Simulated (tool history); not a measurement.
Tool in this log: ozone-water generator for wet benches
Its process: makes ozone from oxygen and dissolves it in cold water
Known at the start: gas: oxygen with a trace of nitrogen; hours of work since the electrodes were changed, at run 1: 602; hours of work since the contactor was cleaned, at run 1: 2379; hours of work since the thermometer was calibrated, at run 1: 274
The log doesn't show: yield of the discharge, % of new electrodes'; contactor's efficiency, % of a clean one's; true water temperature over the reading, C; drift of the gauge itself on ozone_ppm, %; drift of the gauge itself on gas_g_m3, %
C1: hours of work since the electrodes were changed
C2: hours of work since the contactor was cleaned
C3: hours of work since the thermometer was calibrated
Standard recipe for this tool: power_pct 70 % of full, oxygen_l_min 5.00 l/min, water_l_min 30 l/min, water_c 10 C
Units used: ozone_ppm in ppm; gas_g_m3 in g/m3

{"run": 1, "hour": 0.0, "power_pct": 70, "oxygen_l_min": 5.0, "water_l_min": 30, "water_c": 10, "C1": 602, "C2": 2379, "C3": 274, "ozone_ppm": 18.1, "gas_g_m3": 181.7}
{"run": 2, "hour": 45.1, "power_pct": 70, "oxygen_l_min": 5.0, "water_l_min": 30, "water_c": 10, "C1": 629, "C2": 2406, "C3": 301, "ozone_ppm": 18.5, "gas_g_m3": 182.4}
{"run": 3, "hour": 68.3, "power_pct": 70, "oxygen_l_min": 5.0, "water_l_min": 30, "water_c": 10, "C1": 643, "C2": 2420, "C3": 315, "ozone_ppm": 18.5, "gas_g_m3": 182.3}
{"run": 4, "hour": 108.6, "power_pct": 70, "oxygen_l_min": 5.0, "water_l_min": 30, "water_c": 10, "C1": 668, "C2": 2444, "C3": 340, "ozone_ppm": 18.5, "gas_g_m3": 183.0}
{"run": 5, "hour": 134.6, "power_pct": 70, "oxygen_l_min": 5.0, "water_l_min": 30, "water_c": 10, "C1": 683, "C2": 2460, "C3": 355, "ozone_ppm": 18.3, "gas_g_m3": 182.0}
{"run": 6, "hour": 157.8, "power_pct": 70, "oxygen_l_min": 5.0, "water_l_min": 30, "water_c": 10, "C1": 697, "C2": 2474, "C3": 369, "ozone_ppm": 18.4, "gas_g_m3": 182.4}
{"run": 7, "hour": 189.4, "power_pct": 70, "oxygen_l_min": 8.62, "water_l_min": 30, "water_c": 10, "C1": 716, "C2": 2493, "C3": 388, "ozone_ppm": 19.1, "gas_g_m3": 134.7}
{"run": 8, "hour": 230.1, "power_pct": 70, "oxygen_l_min": 2.82, "water_l_min": 30, "water_c": 10, "C1": 741, "C2": 2517, "C3": 413, "ozone_ppm": 16.3, "gas_g_m3": 248.1}
{"run": 9, "hour": 259.7, "power_pct": 70, "oxygen_l_min": 2.82, "water_l_min": 30, "water_c": 10, "C1": 759, "C2": 2535, "C3": 431, "ozone_ppm": 16.3, "gas_g_m3": 248.6}
{"run": 10, "hour": 296.0, "power_pct": 70, "oxygen_l_min": 5.0, "water_l_min": 30, "water_c": 10, "C1": 780, "C2": 2557, "C3": 453, "ozone_ppm": 18.5, "gas_g_m3": 181.5}
{"run": 11, "hour": 337.2, "power_pct": 70, "oxygen_l_min": 5.0, "water_l_min": 30, "water_c": 10, "C1": 805, "C2": 2582, "C3": 477, "ozone_ppm": 18.6, "gas_g_m3": 182.1}
{"hour": 340.2, "done": "water thermometer calibrated"}
{"run": 12, "hour": 381.6, "power_pct": 70, "oxygen_l_min": 5.0, "water_l_min": 30, "water_c": 10, "C1": 832, "C2": 2608, "C3": 25, "ozone_ppm": 18.3, "gas_g_m3": 183.2}
{"run": 13, "hour": 425.7, "power_pct": 70, "oxygen_l_min": 5.0, "water_l_min": 30, "water_c": 10, "C1": 858, "C2": 2635, "C3": 52, "ozone_ppm": 18.2, "gas_g_m3": 182.3}
{"run": 14, "hour": 475.7, "power_pct": 70, "oxygen_l_min": 5.0, "water_l_min": 30, "water_c": 10, "C1": 888, "C2": 2665, "C3": 82, "ozone_ppm": 18.2, "gas_g_m3": 182.0}
{"run": 15, "hour": 520.0, "power_pct": 70, "oxygen_l_min": 5.0, "water_l_min": 30, "water_c": 10, "C1": 915, "C2": 2692, "C3": 108, "ozone_ppm": 18.1, "gas_g_m3": 181.3}
{"hour": 550.8, "done": "water thermometer calibrated, once more"}
{"run": 16, "hour": 550.8, "power_pct": 70, "oxygen_l_min": 5.0, "water_l_min": 30, "water_c": 10, "C1": 933, "C2": 2710, "C3": 0, "ozone_ppm": 18.3, "gas_g_m3": 179.3}
{"run": 17, "hour": 570.9, "power_pct": 41, "oxygen_l_min": 5.0, "water_l_min": 30, "water_c": 10, "C1": 946, "C2": 2722, "C3": 12, "ozone_ppm": 12.1, "gas_g_m3": 123.6}
{"run": 18, "hour": 620.7, "power_pct": 41, "oxygen_l_min": 5.0, "water_l_min": 30, "water_c": 10, "C1": 975, "C2": 2752, "C3": 42, "ozone_ppm": 12.4, "gas_g_m3": 123.7}
{"run": 19, "hour": 668.4, "power_pct": 93, "oxygen_l_min": 5.0, "water_l_min": 30, "water_c": 10, "C1": 1004, "C2": 2781, "C3": 71, "ozone_ppm": 22.1, "gas_g_m3": 221.3}

Forecast run 20:
{"run": 20, "hour": 706.7, "power_pct": 70, "oxygen_l_min": 4.52, "water_l_min": 30, "water_c": 5, "C1": 1027, "C2": 2804, "C3": 94, "ozone_ppm": "?", "gas_g_m3": "?"}

Run 20 gave ozone_ppm 18.4 ppm, gas_g_m3 191.7 g/m3.
The same run, on a tool lacking any hidden state, would have yielded ozone_ppm 19.1 ppm, gas_g_m3 195.5 g/m3.

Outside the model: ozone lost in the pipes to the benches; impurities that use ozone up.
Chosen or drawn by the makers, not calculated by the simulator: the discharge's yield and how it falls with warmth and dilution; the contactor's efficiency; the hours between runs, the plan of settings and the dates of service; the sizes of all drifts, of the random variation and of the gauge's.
